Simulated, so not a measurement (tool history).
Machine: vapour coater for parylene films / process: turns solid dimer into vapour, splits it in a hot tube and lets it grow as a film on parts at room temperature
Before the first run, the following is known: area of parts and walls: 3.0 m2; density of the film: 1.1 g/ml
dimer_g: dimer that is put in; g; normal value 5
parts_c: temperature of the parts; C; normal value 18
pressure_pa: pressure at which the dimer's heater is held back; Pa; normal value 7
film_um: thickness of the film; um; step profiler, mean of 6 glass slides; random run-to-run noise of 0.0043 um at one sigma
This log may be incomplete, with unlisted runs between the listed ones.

run 1 hour=0 | dimer_g=5 parts_c=18 pressure_pa=7 | film_um=0.952
run 2 hour=13.1 | dimer_g=5 parts_c=18 pressure_pa=7 | film_um=0.956
run 3 hour=27.2 | dimer_g=5 parts_c=18 pressure_pa=7 | film_um=0.963
run 4 hour=39 | dimer_g=5 parts_c=18 pressure_pa=7 | film_um=0.963
run 5 hour=50.2 | dimer_g=5 parts_c=18 pressure_pa=7 | film_um=0.969
run 6 hour=58.8 | dimer_g=5 parts_c=18 pressure_pa=7 | film_um=0.968
run 7 hour=73.2 | dimer_g=5 parts_c=18 pressure_pa=7 | film_um=0.973
run 8 hour=80.3 | dimer_g=5 parts_c=18 pressure_pa=4.29 | film_um=1.029
run 9 hour=96.2 | dimer_g=5 parts_c=18 pressure_pa=4.29 | film_um=1.035
run 10 hour=106.8 | dimer_g=3 parts_c=18 pressure_pa=4.29 | film_um=0.624
run 11 hour=113.3 | dimer_g=5 parts_c=12 pressure_pa=7 | film_um=1.229
run 12 hour=119.9 | dimer_g=5 parts_c=12 pressure_pa=7 | film_um=1.238
run 13 hour=131 | dimer_g=5 parts_c=12 pressure_pa=7 | film_um=1.232
run 14 hour=141.5 | dimer_g=5 parts_c=18 pressure_pa=7 | film_um=0.975
run 15 hour=150.3 | dimer_g=5 parts_c=18 pressure_pa=7 | film_um=0.98
-- hour=154.9 gauge calibrated
run 16 hour=159.4 | dimer_g=5 parts_c=18 pressure_pa=7 | film_um=0.959
run 17 hour=171.7 | dimer_g=5 parts_c=21 pressure_pa=7 | film_um=0.853
run 18 hour=186 | dimer_g=5 parts_c=21 pressure_pa=7 | film_um=0.857
run 19 hour=195.1 | dimer_g=3 parts_c=18 pressure_pa=7 | film_um=0.579
run 20 hour=203.4 | dimer_g=3 parts_c=18 pressure_pa=7 | film_um=0.574
run 21 hour=219 | dimer_g=3 parts_c=18 pressure_pa=7 | film_um=0.563
run 22 hour=234.4 | dimer_g=3 parts_c=18 pressure_pa=7 | film_um=0.579
run 23 hour=248.2 | dimer_g=3 parts_c=18 pressure_pa=7 | film_um=0.592
run 24 hour=256.6 | dimer_g=4 parts_c=26 pressure_pa=5.04 | film_um=0.589
run 25 hour=271.9 | dimer_g=5 parts_c=12 pressure_pa=5.04 | film_um=1.286
run 26 hour=285 | dimer_g=7 parts_c=18 pressure_pa=6.42 | film_um=1.386
run 27 hour=294.2 | dimer_g=5 parts_c=17 pressure_pa=6.94 | film_um=1.017
run 28 hour=303.3 | dimer_g=4 parts_c=17 pressure_pa=8.15 | film_um=0.802
-- hour=304.2 gauge calibrated
run 29 hour=314.7 | dimer_g=5 parts_c=18 pressure_pa=2.59 | film_um=1.086
run 30 hour=321.6 | dimer_g=3 parts_c=20 pressure_pa=2.2 | film_um=0.615
run 31 hour=331.7 | dimer_g=3 parts_c=20 pressure_pa=2.2 | film_um=0.616
run 32 hour=340.7 | dimer_g=4 parts_c=18 pressure_pa=9.74 | film_um=0.735
run 33 hour=349.3 | dimer_g=2 parts_c=14 pressure_pa=9.74 | film_um=0.431
run 34 hour=360.7 | dimer_g=2 parts_c=14 pressure_pa=9.74 | film_um=0.43
run 35 hour=369.5 | dimer_g=5 parts_c=27 pressure_pa=7 | film_um=0.682
run 36 hour=380.7 | dimer_g=5 parts_c=16 pressure_pa=4.52 | film_um=1.103
run 37 hour=396.2 | dimer_g=5 parts_c=14 pressure_pa=4.52 | film_um=1.196
run 38 hour=410.8 | dimer_g=5 parts_c=14 pressure_pa=4.52 | film_um=1.21
run 39 hour=417.2 | dimer_g=5 parts_c=18 pressure_pa=2.91 | film_um=1.092
run 40 hour=424 | dimer_g=3 parts_c=23 pressure_pa=6.85 | film_um=0.488
run 41 hour=439.9 | dimer_g=6 parts_c=18 pressure_pa=6.54 | film_um=1.189
run 42 hour=450.8 | dimer_g=6 parts_c=25 pressure_pa=11.05 | film_um=0.849
run 43 hour=459.5 | dimer_g=6 parts_c=25 pressure_pa=11.05 | film_um=0.853
run 44 hour=467.1 | dimer_g=4 parts_c=10 pressure_pa=7 | film_um=1.071
run 45 hour=473.9 | dimer_g=4 parts_c=10 pressure_pa=7 | film_um=1.067

What does the tool deliver on the next run?
run 46 hour=489.1 | dimer_g=3 parts_c=18 pressure_pa=7.65 | film_um=?

film_um: 0.583 um
On a tool with no hidden condition, and with the same random variation, this run would have come out at film_um 0.565 um.

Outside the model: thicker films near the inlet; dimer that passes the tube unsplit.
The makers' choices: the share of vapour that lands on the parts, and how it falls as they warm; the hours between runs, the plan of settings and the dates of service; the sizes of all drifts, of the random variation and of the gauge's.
